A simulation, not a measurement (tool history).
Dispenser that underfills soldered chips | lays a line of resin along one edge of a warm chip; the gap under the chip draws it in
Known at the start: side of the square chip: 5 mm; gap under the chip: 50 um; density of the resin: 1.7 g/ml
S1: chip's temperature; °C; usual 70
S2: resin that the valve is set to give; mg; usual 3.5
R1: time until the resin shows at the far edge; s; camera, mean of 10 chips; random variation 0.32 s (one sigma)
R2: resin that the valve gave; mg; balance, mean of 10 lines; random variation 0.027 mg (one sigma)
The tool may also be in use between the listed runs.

run	hour	S1	S2	R1	R2
1	0	70	3.5	10.4	3.45
2	5.5	70	4.05	11.3	3.99
3	15	70	4.05	15	3.98
# hour 17.8: new syringe of resin
4	22.5	70	4.05	10.8	4.01
5	32.1	70	4.32	13.4	4.18
# hour 36: new syringe of resin
6	40.3	70	4.32	11.2	4.19
7	48.9	70	4.32	12.7	4.14
# hour 54.6: new syringe of resin
8	58.2	70	4.32	11	4.09
9	68.1	70	4.32	14	4.09
# hour 73.1: new syringe of resin
10	77.1	70	4.32	10.6	4.08
11	81.1	70	4.32	11.9	4.06
12	90.7	70	3.62	15	3.36
# hour 91.7: new syringe of resin
# hour 99.6: dispensing valve cleaned and set on the balance
13	101.2	70	3.62	12.3	3.58
14	109.5	70	3.62	15.2	3.63
# hour 111.4: new syringe of resin
15	114.2	70	3.62	11.1	3.6
16	124	70	3.5	14.1	3.45
# hour 129.7: new syringe of resin
17	131.9	70	3.5	10.4	3.43
18	139.5	63	3.5	15.6	3.41
19	143.9	79	4.16	10.9	4.05
# hour 148.2: new syringe of resin
20	150.5	68	3.41	11.4	3.29
21	156.7	71	4.12	12.1	3.99
22	164.1	71	4.12	14.4	3.99
# hour 166.5: new syringe of resin
23	173	71	4.12	11.9	3.9
24	180.9	71	4.12	13.3	3.9
# hour 184.7: new syringe of resin
25	190.3	71	4.12	11.6	3.91
26	194.4	71	4.12	12.1	3.87
# hour 202.8: new syringe of resin
27	203.2	71	4.12	9.8	3.87
28	212.9	71	4.12	12.4	3.84
29	219.9	76	3.45	12.7	3.16
# hour 221.1: new syringe of resin
# hour 227.1: dispensing valve cleaned and set on the balance
30	227.1	76	3.45	10	3.47
31	234.3	80	3.73	10.1	3.67
32	239.2	80	3.73	10.7	3.74
# hour 240.9: new syringe of resin
33	249.2	80	3.73	8.6	3.7
34	258.6	63	3.55	19.9	3.44
# hour 259.6: new syringe of resin
35	265.3	75	3.63	9.8	3.57
36	274.5	64	3.95	17.8	3.88

Forecast each of these 3 alternatives for the next run:
# hour 278.3: new syringe of resin
A	283.7	71	3.79	?	?
# hour 278.3: new syringe of resin
B	283.7	79	4.1	?	?
# hour 278.3: new syringe of resin
C	283.7	65	3.5	?	?

run	R1	R2
A	11.4	3.71
B	8.7	3.91
C	14.4	3.36
Without the tool's hidden state the same runs would have given:
run	R1	R2
A	9.7	3.83
B	7.3	4.03
C	12.2	3.46
